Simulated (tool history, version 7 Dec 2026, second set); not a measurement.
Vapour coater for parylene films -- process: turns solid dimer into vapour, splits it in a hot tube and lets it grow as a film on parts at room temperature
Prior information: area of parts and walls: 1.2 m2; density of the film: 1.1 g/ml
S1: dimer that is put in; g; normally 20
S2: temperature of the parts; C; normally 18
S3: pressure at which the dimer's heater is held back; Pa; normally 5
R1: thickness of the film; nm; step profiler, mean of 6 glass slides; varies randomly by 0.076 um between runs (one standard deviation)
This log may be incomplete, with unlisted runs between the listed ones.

Run 1, hour 0: usual settings. Result: R1 9140 nm.
Run 2, hour 31.9: usual settings. Result: R1 9150 nm.
Run 3, hour 48.9: usual settings. Result: R1 9160 nm.
Run 4, hour 79.9: usual settings but S3 4.4 Pa. Result: R1 9400 nm.
Run 5, hour 105: usual settings but S3 4.4 Pa. Result: R1 9280 nm.
Run 6, hour 125.9: usual settings. Result: R1 9120 nm.
Run 7, hour 158.3: usual settings. Result: R1 9090 nm.
Run 8, hour 190.3: usual settings but S3 2.19 Pa. Result: R1 10410 nm.
Run 9, hour 213.5: usual settings but S3 2.19 Pa. Result: R1 10360 nm.
Run 10, hour 252.5: usual settings but S3 2.19 Pa. Result: R1 10380 nm.
Run 11, hour 275.7: usual settings. Result: R1 9180 nm.
Run 12, hour 303.6: usual settings but S2 16 C. Result: R1 10040 nm.
Run 13, hour 328.6: usual settings. Result: R1 9340 nm.
Run 14, hour 365.6: usual settings. Result: R1 9160 nm.
Run 15, hour 385.8: usual settings. Result: R1 9220 nm.
Run 16, hour 419: usual settings. Result: R1 9200 nm.
At hour 442: trap's valve overhauled.
Run 17, hour 447.6: usual settings. Result: R1 9240 nm.
Run 18, hour 481.3: usual settings. Result: R1 9190 nm.
Run 19, hour 520.2: usual settings. Result: R1 9130 nm.
Run 20, hour 547.3: usual settings. Result: R1 9080 nm.
Run 21, hour 571.7: usual settings. Result: R1 9320 nm.
Run 22, hour 602.7: usual settings. Result: R1 9180 nm.
Run 23, hour 640.1: usual settings. Result: R1 9160 nm.
Run 24, hour 668.1: usual settings. Result: R1 9230 nm.
Run 25, hour 700.8: usual settings. Result: R1 9090 nm.
Run 26, hour 727.6: usual settings. Result: R1 9010 nm.
Run 27, hour 744.7: usual settings but S1 8 g, S3 6.98 Pa. Result: R1 3500 nm.
Run 28, hour 769.6: usual settings but S1 16 g, S2 20 C, S3 4.04 Pa. Result: R1 6730 nm.
Run 29, hour 792.6: usual settings but S1 28 g, S2 24 C. Result: R1 9690 nm.
Run 30, hour 818.4: usual settings but S2 14 C. Result: R1 11010 nm.
Run 31, hour 837.8: usual settings but S2 13 C, S3 2.12 Pa. Result: R1 13240 nm.
Run 32, hour 864.5: usual settings but S1 8 g, S2 10 C, S3 6.04 Pa. Result: R1 5240 nm.
Run 33, hour 885.8: usual settings but S1 8 g, S2 12 C, S3 6.04 Pa. Result: R1 4700 nm.
Run 34, hour 902.9: usual settings but S1 21 g, S3 2.43 Pa. Result: R1 10610 nm.
Run 35, hour 926.2: usual settings but S1 26 g, S2 23 C, S3 2.9 Pa. Result: R1 10180 nm.
Run 36, hour 958.2: usual settings but S3 5.86 Pa. Result: R1 8930 nm.
Run 37, hour 987.2: usual settings but S3 5.86 Pa. Result: R1 8810 nm.
Run 38, hour 1019.8: usual settings but S2 11 C, S3 10.24 Pa. Result: R1 11430 nm.
Run 39, hour 1036.9: usual settings but S1 10 g, S2 10 C, S3 11.23 Pa. Result: R1 5940 nm.
Run 40, hour 1068.2: usual settings but S1 10 g, S2 16 C, S3 11.23 Pa. Result: R1 4440 nm.
Run 41, hour 1090.5: usual settings but S1 10 g, S2 16 C, S3 11.23 Pa. Result: R1 4430 nm.
Run 42, hour 1119.4: usual settings but S1 10 g, S2 16 C, S3 11.23 Pa. Result: R1 4520 nm.
Run 43, hour 1141.7: usual settings but S1 10 g, S2 16 C, S3 11.23 Pa. Result: R1 4420 nm.
At hour 1168.2: trap's valve overhauled.
Run 44, hour 1174.1: usual settings but S1 10 g, S2 16 C, S3 11.23 Pa. Result: R1 4500 nm.
Run 45, hour 1197.4: usual settings but S1 14 g, S2 26 C, S3 4.65 Pa. Result: R1 4400 nm.
Run 46, hour 1215.1: usual settings but S1 12 g, S2 12 C, S3 6.61 Pa. Result: R1 6980 nm.

Alternative continuations, all from the tool just after run 46; predict every row:
Run A, hour 1238.2: usual settings but S1 12 g, S2 11 C, S3 6.61 Pa. Result: R1 ?.
Run B, hour 1238.2: usual settings but S1 11 g, S2 25 C, S3 4.6 Pa. Result: R1 ?.
Run C, hour 1238.2: usual settings but S1 13 g, S2 15 C, S3 6.61 Pa. Result: R1 ?.

run    R1
  A  7370
  B  3670
  C  6560
With the hidden condition removed and each run's random variation left untouched, the same runs would have given:
run    R1
  A  7390
  B  3670
  C  6570
